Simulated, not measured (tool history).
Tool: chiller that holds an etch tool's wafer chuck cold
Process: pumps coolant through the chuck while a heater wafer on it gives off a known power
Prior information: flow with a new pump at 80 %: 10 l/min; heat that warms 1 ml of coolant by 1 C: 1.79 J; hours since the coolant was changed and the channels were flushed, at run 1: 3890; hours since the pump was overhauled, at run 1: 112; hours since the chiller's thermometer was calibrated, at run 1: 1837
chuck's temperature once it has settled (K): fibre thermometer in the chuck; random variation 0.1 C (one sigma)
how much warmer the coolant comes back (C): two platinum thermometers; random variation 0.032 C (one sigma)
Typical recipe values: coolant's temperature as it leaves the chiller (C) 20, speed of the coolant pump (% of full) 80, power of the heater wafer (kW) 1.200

| run | hour | coolant's temperature as it leaves the chiller (C) | speed of the coolant pump (% of full) | power of the heater wafer (kW) | hours since the coolant was changed and the channels were flushed | hours since the pump was overhauled | hours since the chiller's thermometer was calibrated | chuck's temperature once it has settled (K) | how much warmer the coolant comes back (C) |
|---|---|---|---|---|---|---|---|---|---|
| 1 | 0.0 | 20 | 80 | 1.200 | 3890 | 112 | 1837 | 302.55 | 4.08 |
| 2 | 60.4 | 20 | 80 | 1.200 | 3950 | 173 | 1897 | 302.65 | 4.04 |
| 3 | 109.4 | 20 | 80 | 1.200 | 3999 | 222 | 1946 | 302.55 | 4.04 |
| 4 | 141.6 | 20 | 80 | 1.200 | 4031 | 254 | 1978 | 302.35 | 4.08 |
| 5 | 171.8 | 20 | 80 | 1.200 | 4061 | 284 | 2008 | 302.45 | 4.06 |
| 6 | 199.1 | 20 | 80 | 1.200 | 4089 | 311 | 2036 | 302.45 | 4.10 |
| 7 | 233.3 | 20 | 80 | 1.200 | 4123 | 345 | 2070 | 302.75 | 4.04 |
| 8 | 283.3 | 20 | 80 | 1.200 | 4173 | 395 | 2120 | 302.45 | 4.02 |
| 9 | 341.0 | 15 | 63 | 0.842 | 4231 | 453 | 2178 | 296.35 | 3.73 |
| 10 | 391.9 | 15 | 63 | 0.842 | 4282 | 504 | 2229 | 296.55 | 3.70 |
| 11 | 447.6 | 18 | 60 | 0.887 | 4337 | 560 | 2284 | 300.45 | 4.20 |
| 12 | 495.0 | 11 | 67 | 0.799 | 4385 | 607 | 2332 | 291.75 | 3.35 |
| 13 | 524.3 | 11 | 67 | 0.799 | 4414 | 636 | 2361 | 291.55 | 3.33 |
| 14 | 565.4 | 12 | 80 | 1.200 | 4455 | 678 | 2402 | 294.85 | 4.09 |
| 15 | 596.5 | 12 | 91 | 0.765 | 4486 | 709 | 2433 | 290.35 | 2.29 |

Below are 3 alternative next runs, each starting from the tool's condition after run 15. Predict each:
| A | 631.8 | 12 | 87 | 1.749 | 4521 | 744 | 2468 | ? | ? |
| B | 631.8 | 12 | 93 | 0.630 | 4521 | 744 | 2468 | ? | ? |
| C | 631.8 | 19 | 94 | 1.670 | 4521 | 744 | 2468 | ? | ? |

| run | chuck's temperature once it has settled (K) | how much warmer the coolant comes back (C) |
|---|---|---|
| A | 298.25 | 5.49 |
| B | 289.45 | 1.79 |
| C | 303.75 | 4.84 |
With no hidden state in the tool, these same runs would have given:
| run | chuck's temperature once it has settled (K) | how much warmer the coolant comes back (C) |
|---|---|---|
| A | 296.65 | 5.35 |
| B | 289.05 | 1.75 |
| C | 302.35 | 4.72 |

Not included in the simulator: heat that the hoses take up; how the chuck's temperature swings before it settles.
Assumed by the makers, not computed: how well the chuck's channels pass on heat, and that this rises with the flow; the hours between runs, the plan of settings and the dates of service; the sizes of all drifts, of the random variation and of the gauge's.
